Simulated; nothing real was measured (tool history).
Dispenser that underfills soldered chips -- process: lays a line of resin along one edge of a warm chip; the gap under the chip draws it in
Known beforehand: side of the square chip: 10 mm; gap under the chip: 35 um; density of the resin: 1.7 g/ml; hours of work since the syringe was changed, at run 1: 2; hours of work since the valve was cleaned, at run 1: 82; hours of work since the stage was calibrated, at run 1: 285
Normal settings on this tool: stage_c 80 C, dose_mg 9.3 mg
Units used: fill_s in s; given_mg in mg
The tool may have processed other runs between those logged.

run	day	stage_c	dose_mg	hours of work since the syringe was changed	hours of work since the valve was cleaned	hours of work since the stage was calibrated	fill_s	given_mg
1	0	80	9.3	2	82	285	167.6	8.89
2	0.283	80	9.3	7	87	290	258.8	8.83
# day 0.496: new syringe of resin
3	0.696	80	9.3	4	94	297	186.9	8.81
# day 1.121: new syringe of resin
4	1.121	80	9.3	0	101	305	138.1	8.84
5	1.475	80	9.3	6	107	311	237.8	8.85
# day 1.738: new syringe of resin
6	1.817	80	11.14	1	113	317	151.3	10.47
7	2.042	82	8.94	5	117	321	199.5	8.43
# day 2.358: new syringe of resin
8	2.358	78	8.94	0	123	326	154	8.28
9	2.683	74	9.11	6	128	332	312	8.37
# day 2.988: new syringe of resin
10	2.988	80	9.97	0	133	337	135.4	9.32

4 options for the next run, each taken on its own from the tool as it stands now. Forecast them:
A	3.388	86	11.37	7	141	344	?	?
B	3.388	81	10.36	7	141	344	?	?
C	3.388	75	8.08	7	141	344	?	?
D	3.388	74	9.97	7	141	344	?	?

run	fill_s	given_mg
A	186.6	10.47
B	243.3	9.48
C	343	7.33
D	342.2	9.05
Without the tool's hidden state the same runs would have given:
run	fill_s	given_mg
A	113.3	11.37
B	148.2	10.3
C	205.8	7.97
D	208.8	9.85
